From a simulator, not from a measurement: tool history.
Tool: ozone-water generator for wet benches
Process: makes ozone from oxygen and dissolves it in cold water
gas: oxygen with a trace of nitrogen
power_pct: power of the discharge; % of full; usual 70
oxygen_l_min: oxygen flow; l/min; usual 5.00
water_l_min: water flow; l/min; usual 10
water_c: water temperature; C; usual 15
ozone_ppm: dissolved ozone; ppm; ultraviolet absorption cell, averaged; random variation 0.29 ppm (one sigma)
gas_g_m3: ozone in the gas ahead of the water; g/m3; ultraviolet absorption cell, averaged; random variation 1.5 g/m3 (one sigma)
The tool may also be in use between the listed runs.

run 1 hour=0.0 | power_pct=70 oxygen_l_min=5.00 water_l_min=10 water_c=15 | ozone_ppm=45.6 gas_g_m3=274.6
run 2 hour=99.0 | power_pct=99 oxygen_l_min=5.00 water_l_min=10 water_c=15 | ozone_ppm=59.7 gas_g_m3=358.1
run 3 hour=181.7 | power_pct=99 oxygen_l_min=5.00 water_l_min=10 water_c=15 | ozone_ppm=59.9 gas_g_m3=356.4
run 4 hour=246.2 | power_pct=92 oxygen_l_min=5.00 water_l_min=10 water_c=15 | ozone_ppm=56.0 gas_g_m3=336.4
run 5 hour=329.5 | power_pct=92 oxygen_l_min=5.00 water_l_min=7 water_c=15 | ozone_ppm=70.2 gas_g_m3=338.4
run 6 hour=378.9 | power_pct=70 oxygen_l_min=5.00 water_l_min=10 water_c=19 | ozone_ppm=41.9 gas_g_m3=273.5
run 7 hour=446.5 | power_pct=70 oxygen_l_min=5.00 water_l_min=10 water_c=19 | ozone_ppm=42.1 gas_g_m3=273.3
run 8 hour=535.0 | power_pct=70 oxygen_l_min=5.00 water_l_min=10 water_c=19 | ozone_ppm=42.2 gas_g_m3=275.3
run 9 hour=609.0 | power_pct=70 oxygen_l_min=5.00 water_l_min=10 water_c=19 | ozone_ppm=42.0 gas_g_m3=275.0
run 10 hour=701.3 | power_pct=70 oxygen_l_min=5.00 water_l_min=10 water_c=15 | ozone_ppm=45.6 gas_g_m3=273.2
run 11 hour=791.6 | power_pct=70 oxygen_l_min=5.00 water_l_min=10 water_c=15 | ozone_ppm=45.7 gas_g_m3=273.8
run 12 hour=897.7 | power_pct=55 oxygen_l_min=3.36 water_l_min=10 water_c=11 | ozone_ppm=43.8 gas_g_m3=298.3
run 13 hour=982.2 | power_pct=55 oxygen_l_min=3.36 water_l_min=10 water_c=11 | ozone_ppm=44.1 gas_g_m3=295.1
run 14 hour=1087.1 | power_pct=50 oxygen_l_min=2.81 water_l_min=14 water_c=11 | ozone_ppm=30.3 gas_g_m3=310.1
run 15 hour=1178.7 | power_pct=50 oxygen_l_min=5.00 water_l_min=9 water_c=15 | ozone_ppm=37.5 gas_g_m3=211.0
run 16 hour=1283.6 | power_pct=79 oxygen_l_min=5.00 water_l_min=10 water_c=20 | ozone_ppm=45.4 gas_g_m3=299.5
run 17 hour=1333.1 | power_pct=41 oxygen_l_min=2.60 water_l_min=9 water_c=8 | ozone_ppm=40.8 gas_g_m3=281.0
run 18 hour=1390.7 | power_pct=57 oxygen_l_min=6.41 water_l_min=14 water_c=14 | ozone_ppm=29.0 gas_g_m3=197.9
run 19 hour=1458.6 | power_pct=47 oxygen_l_min=5.00 water_l_min=7 water_c=15 | ozone_ppm=42.3 gas_g_m3=201.1

Forecast each of these 4 alternatives for the next run:
run A hour=1502.0 | power_pct=42 oxygen_l_min=5.00 water_l_min=11 water_c=22 | ozone_ppm=? gas_g_m3=?
run B hour=1502.0 | power_pct=47 oxygen_l_min=8.72 water_l_min=9 water_c=9 | ozone_ppm=? gas_g_m3=?
run C hour=1502.0 | power_pct=47 oxygen_l_min=3.48 water_l_min=7 water_c=21 | ozone_ppm=? gas_g_m3=?
run D hour=1502.0 | power_pct=59 oxygen_l_min=5.00 water_l_min=10 water_c=15 | ozone_ppm=? gas_g_m3=?

run=A ozone_ppm=25.0 gas_g_m3=186.1
run=B ozone_ppm=33.9 gas_g_m3=138.4
run=C ozone_ppm=41.6 gas_g_m3=257.3
run=D ozone_ppm=40.0 gas_g_m3=241.2
Without the tool's hidden state the same runs would have given:
run=A ozone_ppm=25.0 gas_g_m3=186.2
run=B ozone_ppm=34.0 gas_g_m3=138.5
run=C ozone_ppm=41.6 gas_g_m3=257.5
run=D ozone_ppm=40.1 gas_g_m3=241.4
